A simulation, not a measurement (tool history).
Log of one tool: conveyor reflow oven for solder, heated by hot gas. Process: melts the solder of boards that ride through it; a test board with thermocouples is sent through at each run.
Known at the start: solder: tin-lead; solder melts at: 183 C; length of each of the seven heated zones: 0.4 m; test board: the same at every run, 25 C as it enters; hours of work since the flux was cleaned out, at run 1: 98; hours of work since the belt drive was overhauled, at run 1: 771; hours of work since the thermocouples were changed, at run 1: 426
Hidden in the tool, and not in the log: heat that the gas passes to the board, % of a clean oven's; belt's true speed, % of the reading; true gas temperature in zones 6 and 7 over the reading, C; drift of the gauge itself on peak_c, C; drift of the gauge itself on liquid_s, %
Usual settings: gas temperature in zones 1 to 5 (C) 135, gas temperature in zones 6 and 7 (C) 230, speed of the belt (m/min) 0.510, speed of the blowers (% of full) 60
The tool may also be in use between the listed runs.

run,day,gas temperature in zones 1 to 5 (C),gas temperature in zones 6 and 7 (C),speed of the belt (m/min),speed of the blowers (% of full),hours of work since the flux was cleaned out,hours of work since the belt drive was overhauled,hours of work since the thermocouples were changed,highest temperature of the board (C),time above the solder's melting point (s)
1,0.000,135,230,0.510,60,98,771,426,202.2,50.2
2,0.617,135,230,0.510,60,109,782,437,203.0,49.1
3,1.350,135,230,0.510,65,122,795,449,204.7,52.9
4,2.125,144,230,0.510,60,135,808,463,205.1,57.2
5,2.988,144,230,0.510,60,150,823,478,205.0,56.7
6,4.129,135,230,0.510,60,170,843,498,202.3,48.2
7,5.321,135,230,0.510,60,191,864,519,201.6,48.6
# day 6.162: flux residue cleaned out of gas plates and filters
8,6.462,135,230,0.510,60,5,880,535,203.9,51.4
9,7.171,135,230,0.510,60,18,893,547,203.2,51.2
10,8.121,135,230,0.510,60,34,909,564,203.8,51.2
11,9.333,135,230,0.510,60,55,930,585,203.8,51.4
12,10.133,122,230,0.510,60,69,944,599,199.6,40.4
13,10.688,122,230,0.510,60,79,954,609,200.4,40.6
# day 11.250: belt drive overhauled, speed set with a stopwatch
14,11.617,122,230,0.510,60,92,6,622,199.4,36.5
15,12.817,122,230,0.510,60,113,27,643,198.1,37.4
16,13.533,135,242,0.453,84,126,40,655,222.0,82.0
17,14.354,135,230,0.510,64,140,54,670,203.2,48.6
18,14.871,124,240,0.456,50,149,63,679,207.1,57.1
19,16.100,122,230,0.412,62,171,85,700,206.8,65.4
20,16.846,135,242,0.523,60,183,98,713,209.6,56.7
21,17.504,135,230,0.440,60,195,109,725,206.9,65.2
# day 18.138: flux residue cleaned out of gas plates and filters
22,18.900,141,223,0.604,60,13,130,745,192.2,24.5
23,19.988,121,226,0.556,63,32,149,764,192.9,23.4
24,21.012,135,227,0.510,51,50,167,782,195.9,36.2
25,22.029,143,237,0.510,59,68,184,800,209.0,61.0
26,23.038,124,237,0.510,59,85,202,818,203.3,45.7
27,24.208,136,235,0.411,64,106,222,838,214.1,83.0
28,24.821,135,235,0.510,60,117,233,849,205.6,52.4
29,26.050,130,230,0.510,70,138,255,870,203.2,48.5
30,27.271,141,235,0.594,60,159,276,891,200.1,38.1

3 ways to go on from here, each from the tool as it stands after run 30. What would each give?
A,28.179,120,230,0.466,64,175,292,907,?,?
B,28.179,142,230,0.510,60,175,292,907,?,?
C,28.179,122,229,0.510,60,175,292,907,?,?

run,highest temperature of the board (C),time above the solder's melting point (s)
A,201.4,47.6
B,202.7,51.1
C,196.9,33.7
Without the tool's hidden state the same runs would have given:
run,highest temperature of the board (C),time above the solder's melting point (s)
A,205.7,54.3
B,206.6,57.0
C,201.0,40.8
